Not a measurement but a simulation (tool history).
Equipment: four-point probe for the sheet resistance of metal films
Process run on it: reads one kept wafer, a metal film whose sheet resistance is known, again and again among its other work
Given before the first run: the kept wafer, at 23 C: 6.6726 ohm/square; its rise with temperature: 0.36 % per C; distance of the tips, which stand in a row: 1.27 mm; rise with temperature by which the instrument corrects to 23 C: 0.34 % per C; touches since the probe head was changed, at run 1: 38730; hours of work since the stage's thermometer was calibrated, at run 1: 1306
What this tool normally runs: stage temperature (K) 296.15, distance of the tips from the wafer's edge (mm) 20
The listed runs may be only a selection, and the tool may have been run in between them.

run,day,stage temperature (K),distance of the tips from the wafer's edge (mm),touches since the probe head was changed,hours of work since the stage's thermometer was calibrated,sheet resistance as the instrument gives it (ohm/square)
1,0.000,296.15,20,38730,1306,6.679044
2,2.117,296.15,20,39980,1327,6.677507
3,3.854,296.15,20,41006,1344,6.679874
4,5.517,296.15,37,41988,1360,6.667736
5,6.950,296.15,37,42834,1374,6.665325
6,8.971,296.15,37,44027,1394,6.664915
7,11.054,301.15,20,45258,1414,6.682164
8,12.392,296.15,5,46047,1427,6.886464
9,13.808,307.15,20,46885,1441,6.689577
10,15.054,296.15,20,47619,1453,6.676580
11,16.800,296.15,20,48650,1470,6.674295
12,18.367,296.15,20,49577,1486,6.672848
13,20.579,296.15,20,50883,1507,6.671829
14,22.192,296.15,20,51836,1523,6.672062
15,23.154,296.15,10,52403,1533,6.715928
16,24.204,296.15,10,53022,1543,6.714592
17,25.312,296.15,10,53679,1554,6.715278
18,26.638,296.15,8,54460,1567,6.743691
19,27.612,306.15,20,55037,1576,6.686627
20,29.425,306.15,20,56106,1594,6.683150
21,31.296,294.15,20,57210,1612,6.666893
22,32.362,299.15,3,57841,1622,7.238816
23,34.267,299.15,3,58965,1641,7.240261
24,35.642,294.15,3,59777,1655,7.233165
25,37.062,300.15,3,60617,1668,7.241133
26,38.821,298.15,23,61654,1686,6.664841
27,40.067,295.15,5,62389,1698,6.873628
28,41.621,292.15,37,63307,1713,6.652430
29,42.967,299.15,20,64102,1726,6.670406
30,44.767,299.15,20,65165,1744,6.668138
31,45.758,299.15,20,65751,1753,6.671466
32,46.742,299.15,20,66332,1763,6.669556
33,48.458,292.15,20,67346,1780,6.658237
34,50.446,293.15,28,68520,1799,6.652278
35,52.621,293.15,28,69804,1820,6.652294
36,54.158,294.15,45,70713,1835,6.647015
37,56.400,304.15,58,72035,1857,6.658807
38,58.096,300.15,7,73036,1874,6.768159
39,59.662,306.15,74,73963,1889,6.660316
40,60.629,306.15,74,74533,1899,6.659550
41,62.850,306.15,74,75844,1920,6.658914
42,64.225,306.15,74,76658,1934,6.658369

Alternative continuations, all from the tool just after run 42; predict every row:
A,65.629,294.15,74,77486,1947,?
B,65.629,292.15,27,77486,1947,?
C,65.629,295.15,9,77486,1947,?
D,65.629,306.15,43,77486,1947,?

run,sheet resistance as the instrument gives it (ohm/square)
A,6.642663
B,6.646191
C,6.713246
D,6.657681
With no hidden state in the tool, these same runs would have given:
run,sheet resistance as the instrument gives it (ohm/square)
A,6.671620
B,6.675263
C,6.742448
D,6.686128
